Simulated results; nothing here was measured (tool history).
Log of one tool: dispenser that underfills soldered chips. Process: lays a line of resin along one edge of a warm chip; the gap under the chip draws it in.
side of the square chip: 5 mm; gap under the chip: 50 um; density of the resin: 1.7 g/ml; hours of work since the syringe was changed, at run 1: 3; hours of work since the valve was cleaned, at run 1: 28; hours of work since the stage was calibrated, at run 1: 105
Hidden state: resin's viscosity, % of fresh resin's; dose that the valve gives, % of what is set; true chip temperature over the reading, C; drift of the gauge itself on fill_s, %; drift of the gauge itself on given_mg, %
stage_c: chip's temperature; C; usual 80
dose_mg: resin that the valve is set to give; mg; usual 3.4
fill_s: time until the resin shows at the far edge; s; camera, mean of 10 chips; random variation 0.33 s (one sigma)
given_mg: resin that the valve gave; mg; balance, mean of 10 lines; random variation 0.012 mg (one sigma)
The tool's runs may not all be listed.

run,day,stage_c,dose_mg,hours of work since the syringe was changed,hours of work since the valve was cleaned,hours of work since the stage was calibrated,fill_s,given_mg
1,0,80,3.4,3,28,105,14.9,3.36
# day 0.296: new syringe of resin
2,0.479,80,3.4,4,37,114,16.7,3.34
# day 0.742: new syringe of resin
3,0.988,70,3.4,5,46,123,25.8,3.33
# day 1.183: new syringe of resin
# day 1.396: dispensing valve cleaned and set on the balance
4,1.517,70,3.4,6,2,132,28.1,3.4
# day 1.667: new syringe of resin
5,1.892,70,3.4,4,9,139,24.7,3.41
# day 2.088: new syringe of resin
6,2.446,70,3.4,7,20,150,30.4,3.38
# day 2.55: new syringe of resin
7,2.817,70,3.4,5,26,157,26,3.34
# day 2.979: new syringe of resin
8,3.179,70,3.4,4,33,163,24,3.36
# day 3.412: new syringe of resin
9,3.742,70,3.4,6,44,174,29.2,3.33
# day 3.858: new syringe of resin
# day 4.271: dispensing valve cleaned and set on the balance
10,4.279,70,3.4,7,0,183,32.3,3.41
# day 4.325: new syringe of resin
# day 4.767: new syringe of resin
11,4.933,70,3.4,3,12,195,22.2,3.41
# day 5.192: new syringe of resin
12,5.454,80,3.4,5,22,205,18.6,3.39
# day 5.642: new syringe of resin
# day 6.067: new syringe of resin
13,6.071,80,3.4,0,33,216,12.3,3.37
# day 6.517: new syringe of resin
14,6.538,80,3.4,0,42,225,12.8,3.34
# day 6.958: new syringe of resin
15,6.992,84,3.4,1,50,233,11.2,3.34
# day 7.167: dispensing valve cleaned and set on the balance
16,7.3,80,3.05,6,3,238,19.2,3.03
# day 7.442: new syringe of resin
17,7.838,80,3.4,8,13,248,23,3.37
# day 7.888: new syringe of resin
# day 8.342: new syringe of resin
18,8.383,69,3.13,1,23,258,19.3,3.11
# day 8.762: new syringe of resin
19,8.875,69,3.13,2,32,267,21.4,3.08
# day 9.204: new syringe of resin
20,9.488,91,3.32,5,43,279,13,3.26
# day 9.658: new syringe of resin
# day 10.038: dispensing valve cleaned and set on the balance
21,10.088,70,3.03,7,1,289,32.4,3.02
# day 10.146: new syringe of resin
22,10.404,70,3.03,5,7,295,25.5,3
# day 10.588: new syringe of resin
23,10.95,69,3.08,7,17,305,32,3.06
# day 11.05: new syringe of resin
# day 11.496: new syringe of resin
24,11.575,88,3.65,1,28,317,10,3.6
# day 11.925: new syringe of resin
25,11.925,88,3.65,0,35,323,8.8,3.6
# day 12.375: new syringe of resin
26,12.454,88,3.65,2,45,333,10.5,3.59
27,12.721,69,3.58,7,50,338,30.8,3.49
# day 12.833: new syringe of resin
# day 12.921: dispensing valve cleaned and set on the balance
28,13.042,66,3.61,3,2,343,25.3,3.61
# day 13.304: new syringe of resin
29,13.371,87,4.36,1,8,349,10.3,4.34
# day 13.729: new syringe of resin
30,13.775,94,3.72,1,16,357,7.9,3.7
# day 14.162: new syringe of resin
31,14.196,72,3.9,1,24,365,16.2,3.88
32,14.521,90,3.97,7,30,371,14.4,3.92
# day 14.592: new syringe of resin
# day 15.025: new syringe of resin
33,15.104,80,3,2,41,381,13.4,2.95

5 ways to go on from here, each from the tool as it stands after run 33. What would each give?
# day 15.483: new syringe of resin
A,15.7,67,2.96,4,52,393,?,?
# day 15.483: new syringe of resin
B,15.7,78,4.08,4,52,393,?,?
# day 15.483: new syringe of resin
C,15.7,72,3.83,4,52,393,?,?
# day 15.483: new syringe of resin
D,15.7,80,3.4,4,52,393,?,?
# day 15.483: new syringe of resin
E,15.7,80,3.26,4,52,393,?,?

run,fill_s,given_mg
A,27,2.9
B,17.3,3.99
C,21.3,3.74
D,16.1,3.32
E,16.4,3.19
Without the tool's hidden state the same runs would have given:
run,fill_s,given_mg
A,21.5,2.97
B,13.7,4.08
C,16.9,3.82
D,12.6,3.4
E,12.9,3.26

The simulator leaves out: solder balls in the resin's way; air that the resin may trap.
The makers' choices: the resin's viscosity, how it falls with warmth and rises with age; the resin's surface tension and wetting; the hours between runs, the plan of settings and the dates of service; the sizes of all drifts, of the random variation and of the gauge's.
